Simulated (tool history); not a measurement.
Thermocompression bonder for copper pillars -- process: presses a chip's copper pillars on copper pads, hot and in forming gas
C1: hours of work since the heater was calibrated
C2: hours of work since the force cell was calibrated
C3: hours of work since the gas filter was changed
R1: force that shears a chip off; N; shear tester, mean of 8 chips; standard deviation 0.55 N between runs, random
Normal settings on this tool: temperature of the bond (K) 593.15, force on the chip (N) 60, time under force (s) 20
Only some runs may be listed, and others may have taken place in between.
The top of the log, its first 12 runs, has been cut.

run 13 hour=144.2 | temperature_of_the_bond_(K)=593.15 force_on_the_chip_(N)=60 time_under_force_(s)=20 | C1=433 C2=368 C3=197 | R1=38.3
run 14 hour=157.2 | temperature_of_the_bond_(K)=593.15 force_on_the_chip_(N)=60 time_under_force_(s)=18 | C1=440 C2=375 C3=204 | R1=36.6
run 15 hour=164.0 | temperature_of_the_bond_(K)=593.15 force_on_the_chip_(N)=60 time_under_force_(s)=18 | C1=444 C2=379 C3=208 | R1=37.4
run 16 hour=170.4 | temperature_of_the_bond_(K)=593.15 force_on_the_chip_(N)=60 time_under_force_(s)=18 | C1=447 C2=382 C3=211 | R1=37.1
run 17 hour=179.5 | temperature_of_the_bond_(K)=593.15 force_on_the_chip_(N)=60 time_under_force_(s)=18 | C1=452 C2=387 C3=216 | R1=37.3
run 18 hour=188.2 | temperature_of_the_bond_(K)=593.15 force_on_the_chip_(N)=51 time_under_force_(s)=20 | C1=457 C2=392 C3=221 | R1=31.9
run 19 hour=202.3 | temperature_of_the_bond_(K)=593.15 force_on_the_chip_(N)=60 time_under_force_(s)=20 | C1=464 C2=399 C3=228 | R1=37.7
run 20 hour=211.1 | temperature_of_the_bond_(K)=593.15 force_on_the_chip_(N)=60 time_under_force_(s)=20 | C1=469 C2=404 C3=233 | R1=38.5
run 21 hour=223.5 | temperature_of_the_bond_(K)=622.15 force_on_the_chip_(N)=46 time_under_force_(s)=29 | C1=475 C2=411 C3=239 | R1=40.7
run 22 hour=237.6 | temperature_of_the_bond_(K)=617.15 force_on_the_chip_(N)=60 time_under_force_(s)=20 | C1=483 C2=418 C3=247 | R1=45.2
run 23 hour=247.9 | temperature_of_the_bond_(K)=617.15 force_on_the_chip_(N)=60 time_under_force_(s)=20 | C1=488 C2=424 C3=252 | R1=45.2
run 24 hour=257.8 | temperature_of_the_bond_(K)=601.15 force_on_the_chip_(N)=36 time_under_force_(s)=39 | C1=494 C2=429 C3=258 | R1=30.9
run 25 hour=270.2 | temperature_of_the_bond_(K)=601.15 force_on_the_chip_(N)=36 time_under_force_(s)=39 | C1=500 C2=436 C3=264 | R1=30.1
run 26 hour=280.8 | temperature_of_the_bond_(K)=599.15 force_on_the_chip_(N)=55 time_under_force_(s)=15 | C1=506 C2=441 C3=270 | R1=32.6
-- hour=287.7 forming gas filter changed
run 27 hour=292.4 | temperature_of_the_bond_(K)=608.15 force_on_the_chip_(N)=55 time_under_force_(s)=24 | C1=512 C2=447 C3=3 | R1=41.8
run 28 hour=299.0 | temperature_of_the_bond_(K)=608.15 force_on_the_chip_(N)=55 time_under_force_(s)=24 | C1=515 C2=451 C3=6 | R1=41.4

Estimate the outcome of run 29 from the log above:
run 29 hour=312.7 | temperature_of_the_bond_(K)=585.15 force_on_the_chip_(N)=37 time_under_force_(s)=15 | C1=523 C2=458 C3=13 | R1=?

Logged for run 29: R1 18.3 N.
Were there no unlogged condition in the tool, this run, its random variation unchanged, would have produced R1 18.3 N.
